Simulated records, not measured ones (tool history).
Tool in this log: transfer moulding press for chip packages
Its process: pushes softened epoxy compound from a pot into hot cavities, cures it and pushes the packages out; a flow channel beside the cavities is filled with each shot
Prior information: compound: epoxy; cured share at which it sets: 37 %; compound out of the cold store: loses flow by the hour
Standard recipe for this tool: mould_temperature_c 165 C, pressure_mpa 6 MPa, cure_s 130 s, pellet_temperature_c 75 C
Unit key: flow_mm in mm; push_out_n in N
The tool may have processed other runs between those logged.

run   hour  mould_temperature_c  pressure_mpa  cure_s  pellet_temperature_c  incoming compound's hours out of the cold store  flow_mm  push_out_n
  1    0.0                  165             6     130                    75                                             21.1      911         303
       6.6  -- cavities cleaned with cleaning compound and waxed
  2    8.7                  165             6     130                    75                                             37.2      871         210
  3   14.9                  165             6     130                    75                                             26.0      888         225
  4   23.2                  165             6     130                    75                                             20.5      913         247
  5   33.1                  165             6     130                    75                                             31.9      888         259
  6   42.7                  165             6     130                    75                                             12.0      914         271
  7   53.3                  165             6     130                    75                                             15.1      919         286
  8   62.8                  160             6     130                    75                                             10.4      955         361
  9   72.7                  160             6     130                    75                                             42.6      867         365
 10   81.2                  165             6     130                    78                                             22.5      894         304
 11   89.0                  165             6     130                    78                                             33.1      869         314
 12   96.7                  165             6     130                    78                                             14.0      916         316
      99.2  -- cavities cleaned with cleaning compound and waxed
 13  103.6                  165             6     130                    78                                              8.2      926         224
     106.3  -- mould's thermocouples calibrated
 14  117.5                  162             6     130                    75                                             19.5      915         277

Forecast run 15:
 15  123.3                  162             6     130                    75                                             32.8        ?           ?

flow_mm: 882 mm
push_out_n: 283 N
Without the tool's hidden state the same run would have given flow_mm 939 mm, push_out_n 245 N.

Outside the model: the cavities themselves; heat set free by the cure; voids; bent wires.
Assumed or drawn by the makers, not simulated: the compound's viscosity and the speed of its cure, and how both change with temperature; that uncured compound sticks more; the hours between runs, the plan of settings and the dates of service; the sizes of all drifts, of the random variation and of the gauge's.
